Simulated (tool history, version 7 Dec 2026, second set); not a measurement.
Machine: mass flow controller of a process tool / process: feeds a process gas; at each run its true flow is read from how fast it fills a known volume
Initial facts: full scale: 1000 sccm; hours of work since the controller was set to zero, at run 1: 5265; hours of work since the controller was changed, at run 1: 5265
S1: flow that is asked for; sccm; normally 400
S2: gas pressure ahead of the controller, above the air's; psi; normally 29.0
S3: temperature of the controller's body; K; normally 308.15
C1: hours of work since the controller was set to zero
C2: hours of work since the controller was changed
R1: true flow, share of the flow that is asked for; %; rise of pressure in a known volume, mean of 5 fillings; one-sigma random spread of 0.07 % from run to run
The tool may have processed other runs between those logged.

run,hour,S1,S2,S3,C1,C2,R1
1,0.0,400,29.0,308.15,5265,5265,98.10
2,152.6,400,29.0,308.15,5340,5340,98.01
3,346.4,400,29.0,308.15,5436,5436,98.02
4,647.0,400,29.0,308.15,5584,5584,98.04
5,973.3,400,29.0,307.15,5745,5745,97.95
# hour 1150.0: controller's zero set anew
6,1177.7,400,29.0,307.15,14,5845,98.01
7,1382.8,400,38.9,308.15,115,5947,98.01
8,1537.4,400,38.9,294.15,191,6023,99.10
9,1815.7,400,29.0,307.15,328,6160,97.93
10,2061.7,400,29.0,307.15,450,6281,97.86
11,2397.6,400,29.0,307.15,615,6447,97.93
12,2713.4,618,37.0,308.15,771,6603,98.35
13,3042.5,618,37.0,308.15,933,6765,98.31
14,3333.4,618,37.0,308.15,1077,6909,98.35
15,3522.3,618,37.0,308.15,1170,7002,98.26
16,3846.2,618,37.0,308.15,1330,7161,98.24
17,4064.2,202,21.8,297.15,1437,7269,97.89
18,4214.9,205,35.5,295.15,1512,7343,98.39
19,4482.2,205,35.5,295.15,1643,7475,98.29
20,4776.7,215,35.4,306.15,1789,7620,97.33
21,5106.0,736,29.0,309.15,1951,7783,98.00
22,5360.1,736,29.0,309.15,2076,7908,98.10

Each row is a separate what-if for the run after 22, all from the same tool condition, not one after another. Results?
A,5573.2,736,25.7,309.15,2181,8013,?
B,5573.2,261,29.0,297.15,2181,8013,?
C,5573.2,885,29.7,307.15,2181,8013,?
D,5573.2,311,29.0,310.15,2181,8013,?
E,5573.2,403,34.4,293.15,2181,8013,?

run,R1
A,97.83
B,97.96
C,98.43
D,97.12
E,98.76
The same runs, with their run-to-run variation unchanged, on a tool lacking any hidden condition would have given:
run,R1
A,98.46
B,98.59
C,99.06
D,97.74
E,99.40
